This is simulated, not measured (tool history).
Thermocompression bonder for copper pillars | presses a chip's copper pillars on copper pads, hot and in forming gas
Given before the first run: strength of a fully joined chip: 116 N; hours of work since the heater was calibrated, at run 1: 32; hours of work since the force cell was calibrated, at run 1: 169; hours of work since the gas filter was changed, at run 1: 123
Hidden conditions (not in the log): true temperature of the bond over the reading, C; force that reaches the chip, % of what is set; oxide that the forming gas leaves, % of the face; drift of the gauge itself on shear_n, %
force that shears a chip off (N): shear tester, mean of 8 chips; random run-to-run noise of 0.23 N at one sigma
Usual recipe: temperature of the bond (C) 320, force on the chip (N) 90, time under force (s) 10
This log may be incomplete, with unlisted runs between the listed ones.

run	hour	temperature of the bond (C)	force on the chip (N)	time under force (s)	hours of work since the heater was calibrated	hours of work since the force cell was calibrated	hours of work since the gas filter was changed	force that shears a chip off (N)
1	0	320	90	10	32	169	123	72.3
2	33.7	320	90	10	55	192	146	71.8
# hour 52.1: forming gas filter changed
3	60.3	320	90	10	72	209	6	75.9
4	84.3	320	90	10	88	225	22	75.6
5	118.5	331	90	10	112	249	45	81.6
6	140.1	331	90	10	126	263	59	80.9
7	183.9	320	90	10	156	293	89	74.3
8	208.9	320	90	10	173	310	106	73.8
9	241.2	321	90	10	194	331	128	73.8
10	268	320	90	10	213	350	146	72.6
# hour 286.2: forming gas filter changed
11	316.1	320	90	10	245	382	20	77.3
12	355.4	320	90	10	271	408	47	76.8
13	376.9	320	90	10	286	423	61	76.1
14	400.9	320	90	10	302	439	78	75.7
# hour 406.6: force cell calibrated
15	446.8	320	90	10	332	27	108	77.4
16	474.3	320	90	10	351	46	126	77
17	508.9	305	79	10	374	69	149	60.3
# hour 522.6: forming gas filter changed
18	533	305	79	10	390	85	7	64.6
19	570.1	302	64	12	415	110	32	53.7
20	592.1	299	62	5	430	125	47	35.6
21	621.4	296	62	27	450	145	67	64.1
# hour 628.6: force cell calibrated, once more
22	650	296	62	27	468	14	85	57.1
23	693.7	337	66	7	498	44	115	57.4
24	724.8	337	66	7	519	65	136	56.9
# hour 760.8: forming gas filter changed
25	771.3	344	70	11	550	96	7	77.8
26	816.6	318	96	6	580	127	38	68
27	838.3	318	96	6	595	141	52	67.4
28	869.2	304	103	19	616	162	73	85.7
29	908.3	305	64	19	642	189	100	58.7
30	940.2	329	91	11	664	210	121	81
31	982.5	290	109	10	692	239	150	65.6

Pick out some run-to-run changes in force that shears a chip off (N). Of each, how much would a tool without hidden state show as well, from the settings, what came in and chance, and how much is left for the hidden state and any gauge scatter not in both results compared?
Run 2 -> 3: forming gas filter changed. force that shears a chip off (N) +4.1: hidden state +4.4, all else -0.3.
Run 10 -> 11: forming gas filter changed. force that shears a chip off (N) +4.7: hidden state +4.7, all else +0.
Run 20 -> 21: temperature of the bond (C) 299 -> 296, time under force (s) 5 -> 27. force that shears a chip off (N) +28.5: hidden state +1.7, all else +26.8.
Run 21 -> 22: force cell calibrated, once more. force that shears a chip off (N) -7: hidden state -6.8, all else -0.2.
Run 28 -> 29: temperature of the bond (C) 304 -> 305, force on the chip (N) 103 -> 64. force that shears a chip off (N) -27: hidden state +0.5, all else -27.5.
Run 29 -> 30: temperature of the bond (C) 305 -> 329, force on the chip (N) 64 -> 91, time under force (s) 19 -> 11. force that shears a chip off (N) +22.3: hidden state -2, all else +24.3.

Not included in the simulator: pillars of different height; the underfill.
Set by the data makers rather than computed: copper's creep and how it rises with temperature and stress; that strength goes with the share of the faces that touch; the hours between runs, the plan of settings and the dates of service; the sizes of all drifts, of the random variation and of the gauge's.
